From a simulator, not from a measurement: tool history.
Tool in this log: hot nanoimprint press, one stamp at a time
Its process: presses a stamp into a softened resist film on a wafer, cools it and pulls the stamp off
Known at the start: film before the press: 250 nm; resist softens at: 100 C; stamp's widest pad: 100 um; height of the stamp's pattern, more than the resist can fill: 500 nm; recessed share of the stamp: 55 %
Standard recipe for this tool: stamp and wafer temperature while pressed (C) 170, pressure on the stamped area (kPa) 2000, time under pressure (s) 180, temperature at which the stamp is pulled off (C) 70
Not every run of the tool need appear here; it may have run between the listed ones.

run,hour,stamp and wafer temperature while pressed (C),pressure on the stamped area (kPa),time under pressure (s),temperature at which the stamp is pulled off (C),resist left under the stamp's widest pad (nm),greatest force while the stamp is pulled off (N)
1,0.0,170,2000,180,70,142.1,124
2,8.4,170,2000,180,70,144.3,119
3,20.2,170,2000,180,74,144.9,108
4,27.3,179,2000,180,70,94.8,122
5,36.0,179,2000,180,70,96.1,121
6,47.7,170,2000,166,70,149.1,119
7,57.2,170,2000,166,70,148.3,127
8,66.1,170,2000,166,70,148.8,128
9,71.9,170,2530,166,70,137.3,131
10,83.0,170,2530,166,70,136.5,132
11,94.5,170,2530,166,70,135.9,130
12,101.5,170,2530,166,70,138.5,137
13,112.9,170,2000,180,70,145.3,133
14,118.5,170,2000,180,70,145.3,131
# hour 129.3: stamp cleaned and given a new release coat
15,137.1,170,2000,180,70,145.6,109
16,146.2,170,2000,180,70,146.2,116
17,155.7,170,2000,180,70,146.8,119
18,166.3,170,2000,106,73,172.4,113
19,177.8,170,1880,99,73,178.2,109
20,183.9,170,1500,180,71,161.7,119
21,191.1,169,3010,180,71,132.8,115
22,199.5,169,3010,180,71,132.1,116
23,211.1,169,3010,180,71,132.0,120
# hour 215.1: plate thermocouple calibrated
24,226.2,173,2000,180,70,123.7,124
25,236.5,161,1250,210,75,211.2,108
26,242.2,169,2000,178,70,149.2,125
27,252.0,170,2210,102,62,163.3,152
28,265.2,170,2000,199,59,138.8,165
29,277.6,166,1780,180,70,175.5,130

Forecast each of these 3 alternatives for the next run:
A,286.0,166,1600,180,70,?,?
B,286.0,170,2130,180,70,?,?
C,286.0,179,1410,180,73,?,?

run,resist left under the stamp's widest pad (nm),greatest force while the stamp is pulled off (N)
A,178.7,124
B,139.3,132
C,110.6,117
Had the tool no hidden state, the same runs would have come out as:
run,resist left under the stamp's widest pad (nm),greatest force while the stamp is pulled off (N)
A,174.8,107
B,134.8,113
C,107.4,101
